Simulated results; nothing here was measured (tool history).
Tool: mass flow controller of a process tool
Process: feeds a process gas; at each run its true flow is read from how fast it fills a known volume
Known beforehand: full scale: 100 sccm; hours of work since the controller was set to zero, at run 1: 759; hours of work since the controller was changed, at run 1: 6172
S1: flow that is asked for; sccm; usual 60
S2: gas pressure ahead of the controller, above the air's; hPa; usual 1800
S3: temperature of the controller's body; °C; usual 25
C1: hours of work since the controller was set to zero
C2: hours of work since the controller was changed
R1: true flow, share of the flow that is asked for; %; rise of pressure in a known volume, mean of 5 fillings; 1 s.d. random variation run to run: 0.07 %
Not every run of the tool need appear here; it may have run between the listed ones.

run     hour   S1    S2  S3    C1     C2      R1
  1      0.0   60  1800  25   759   6172  100.56
  2    174.2   60  1800  25   841   6254  100.65
  3    315.6   60  1800  25   908   6320  100.77
  4    509.4   60  1800  25   999   6412  100.86
  5    711.4   60  1800  25  1094   6507  100.87
  6    930.8   60  1800  25  1198   6610  100.90
  7   1211.9   60  1800  25  1330   6743  100.89
  8   1500.3   60  2750  25  1466   6878  101.58
  9   1717.5   60  2750  25  1568   6981  101.56
 10   1945.2   60  2750  25  1675   7088  101.59
 11   2250.1   11  1800  25  1819   7232  102.60
 12   2512.6   60  1800  25  1943   7355  101.22
 13   2806.3   60  1800  25  2081   7494  101.42
 14   2987.0   29  1800  25  2166   7579  101.49
 15   3186.3   60  1800  36  2260   7673  102.68
 16   3422.2   55  1800  25  2371   7784  101.52
 17   3695.4   12  1800  25  2500   7912  103.58
 18   3938.8   12  1800  25  2614   8027  103.74
 19   4254.4   12  1800  25  2763   8176  103.94
 20   4532.8   12  1800  25  2894   8307  104.16
 21   4689.2   12  1800  25  2968   8380  104.40
 22   4884.2   60  1800  23  3060   8472  101.54
 23   5072.2   60  1800  23  3148   8561  101.60
 24   5347.1   60  1800  23  3278   8690  101.68
 25   5655.7   60  2480  25  3423   8836  102.43
 26   5794.8   89  1440  25  3489   8901  102.02
 27   5954.1   89  1440  25  3564   8976  102.05
 28   6089.7   12  1800  25  3627   9040  105.42
 29   6416.9   12  1800  25  3782   9194  105.79
 30   6714.6   26  2420  39  3922   9334  105.13
 31   6900.3   24  1480  39  4009   9422  104.78
 32   7036.0   60  2370  32  4073   9486  103.37
 33   7181.6   60  1800  21  4142   9554  101.99
 34   7483.8   97  1800  21  4284   9697  102.17
 35   7755.5   60  2190  25  4412   9825  102.89
 36   7936.5   60  2190  25  4497   9910  102.80
 37   8178.6   22  2270  25  4611  10024  104.53
 38   8381.5   22  2270  34  4707  10120  105.67
 39   8603.1   31  1420  35  4811  10224  104.55
 40   8839.9   18  2580  20  4923  10335  105.17
 41   9002.7   85  2550  23  4999  10412  102.97
 42   9162.8   85  2550  23  5075  10488  103.13
 43   9381.4  100  2550  23  5178  10591  103.31
 44   9636.4   53  2640  33  5298  10711  104.54
      9723.6  -- controller's zero set anew
 45   9963.2   22  1830  33   113  10864  102.16
 46  10097.6   64  1830  39   176  10928  103.46
 47  10285.6   64  2650  35   265  11016  103.46
 48  10594.9   64  2650  35   410  11162  103.68

3 options for the next run, each taken on its own from the tool as it stands now. Forecast them:
  A  10899.9  76  2650  35  554  11306   ?
  B  10899.9  15  1410  35  554  11306   ?
  C  10899.9  20  1940  35  554  11306   ?

run      R1
  A  103.74
  B  102.63
  C  102.98
Take away the tool's hidden state, keep each run's random variation, and the runs would have read:
run      R1
  A  101.07
  B   99.15
  C   99.75
